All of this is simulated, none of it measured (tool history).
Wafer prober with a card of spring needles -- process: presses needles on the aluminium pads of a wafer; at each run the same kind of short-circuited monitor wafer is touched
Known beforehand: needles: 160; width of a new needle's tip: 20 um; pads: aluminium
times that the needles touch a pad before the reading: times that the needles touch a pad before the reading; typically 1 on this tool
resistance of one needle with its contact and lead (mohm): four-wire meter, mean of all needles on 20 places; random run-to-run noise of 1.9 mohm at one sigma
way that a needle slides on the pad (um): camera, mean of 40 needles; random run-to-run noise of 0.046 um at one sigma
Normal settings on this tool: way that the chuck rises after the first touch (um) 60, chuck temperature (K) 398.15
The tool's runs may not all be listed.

run   hour  way that the chuck rises after the first touch (um)  chuck temperature (K)  times that the needles touch a pad before the reading  resistance of one needle with its contact and lead (mohm)  way that a needle slides on the pad (um)
  1      0                                                   60                 398.15                                                      1                                                        395                                     11.83
  2    9.5                                                   60                 398.15                                                      1                                                        327                                     11.73
  3   16.1                                                   60                 398.15                                                      1                                                        406                                     11.86
  4   22.6                                                   60                 398.15                                                      1                                                        315                                     11.74
  5     34                                                   60                 398.15                                                      1                                                        258                                     11.74
  6   45.1                                                   60                 398.15                                                      1                                                        415                                     11.81
  7   51.6                                                   60                 398.15                                                      1                                                        336                                     11.73
  8   60.2                                                   60                 398.15                                                      1                                                        220                                     11.71
  9   72.5                                                   60                 398.15                                                      1                                                        425                                     11.76
 10   78.7                                                   60                 398.15                                                      1                                                        327                                     11.64
 11     84                                                   73                 303.15                                                      2                                                        271                                      14.6
 12   94.7                                                   73                 303.15                                                      2                                                        244                                     14.51
 13  105.8                                                   73                 303.15                                                      2                                                        222                                     14.65
 14  113.9                                                   41                 396.15                                                      1                                                        625                                      8.23
 15  122.7                                                   66                 356.15                                                      2                                                        265                                     13.13

Removed from this log: 10 entries logged between the listed runs. Between which two listed runs does each belong, and how does the tool's hidden state at the listed run before it compare with that at the listed run after it?
Run 1 -> run 2: tips cleaned on abrasive film (hour 4.1)
  debris on the tips, nm: 124.9 -> 82.6; way that the needles fall short of the set height, um: 1 -> 1.09; tips' diameter, um: 20.35 -> 20.38
  measured value less the no-hidden-state value, resistance of one needle with its contact and lead (mohm): +199 -> +131; way that a needle slides on the pad (um): -0.2 -> -0.22
Run 3 -> run 4: tips cleaned on abrasive film (hour 18.3)
  debris on the tips, nm: 131.2 -> 75.8; way that the needles fall short of the set height, um: 1.09 -> 1.19; tips' diameter, um: 20.38 -> 20.42
  measured value less the no-hidden-state value, resistance of one needle with its contact and lead (mohm): +209 -> +120; way that a needle slides on the pad (um): -0.22 -> -0.23
Run 4 -> run 5: tips cleaned on abrasive film (hour 32.2)
  debris on the tips, nm: 75.8 -> 38.5; way that the needles fall short of the set height, um: 1.19 -> 1.28; tips' diameter, um: 20.42 -> 20.45
  measured value less the no-hidden-state value, resistance of one needle with its contact and lead (mohm): +120 -> +62; way that a needle slides on the pad (um): -0.23 -> -0.26
Run 6 -> run 7: tips cleaned on abrasive film (hour 46.4)
  debris on the tips, nm: 138.1 -> 87.2; way that the needles fall short of the set height, um: 1.28 -> 1.37; tips' diameter, um: 20.45 -> 20.48
  measured value less the no-hidden-state value, resistance of one needle with its contact and lead (mohm): +220 -> +141; way that a needle slides on the pad (um): -0.26 -> -0.28
Run 7 -> run 8: tips cleaned on abrasive film (hour 60.2)
  debris on the tips, nm: 87.2 -> 13.9; way that the needles fall short of the set height, um: 1.37 -> 1.52; tips' diameter, um: 20.48 -> 20.53
  measured value less the no-hidden-state value, resistance of one needle with its contact and lead (mohm): +141 -> +23; way that a needle slides on the pad (um): -0.28 -> -0.31
Run 9 -> run 10: tips cleaned on abrasive film (hour 74.3)
  debris on the tips, nm: 139.2 -> 81.4; way that the needles fall short of the set height, um: 1.52 -> 1.64; tips' diameter, um: 20.53 -> 20.57
  measured value less the no-hidden-state value, resistance of one needle with its contact and lead (mohm): +227 -> +132; way that a needle slides on the pad (um): -0.3 -> -0.33
Run 10 -> run 11: height of the first contact set anew (hour 84)
  debris on the tips, nm: 81.4 -> 123.3; way that the needles fall short of the set height, um: 1.64 -> 0
  measured value less the no-hidden-state value, resistance of one needle with its contact and lead (mohm): +132 -> +94; way that a needle slides on the pad (um): -0.33 -> +0
Run 11 -> run 12: tips cleaned on abrasive film (hour 88.4)
  debris on the tips, nm: 123.3 -> 89.4; way that the needles fall short of the set height, um: 0 -> 0.12; tips' diameter, um: 20.57 -> 20.61
  measured value less the no-hidden-state value, resistance of one needle with its contact and lead (mohm): +94 -> +68; way that a needle slides on the pad (um): +0 -> -0.02
Run 12 -> run 13: tips cleaned on abrasive film (hour 102.4)
  debris on the tips, nm: 89.4 -> 64.5; way that the needles fall short of the set height, um: 0.12 -> 0.25; tips' diameter, um: 20.61 -> 20.66
  measured value less the no-hidden-state value, resistance of one needle with its contact and lead (mohm): +68 -> +49; way that a needle slides on the pad (um): -0.02 -> -0.05
Run 14 -> run 15: tips cleaned on abrasive film (hour 116.6)
  debris on the tips, nm: 130.4 -> 96.3; way that the needles fall short of the set height, um: 0.25 -> 0.36; tips' diameter, um: 20.66 -> 20.7
  measured value less the no-hidden-state value, resistance of one needle with its contact and lead (mohm): +423 -> +82; way that a needle slides on the pad (um): -0.05 -> -0.07

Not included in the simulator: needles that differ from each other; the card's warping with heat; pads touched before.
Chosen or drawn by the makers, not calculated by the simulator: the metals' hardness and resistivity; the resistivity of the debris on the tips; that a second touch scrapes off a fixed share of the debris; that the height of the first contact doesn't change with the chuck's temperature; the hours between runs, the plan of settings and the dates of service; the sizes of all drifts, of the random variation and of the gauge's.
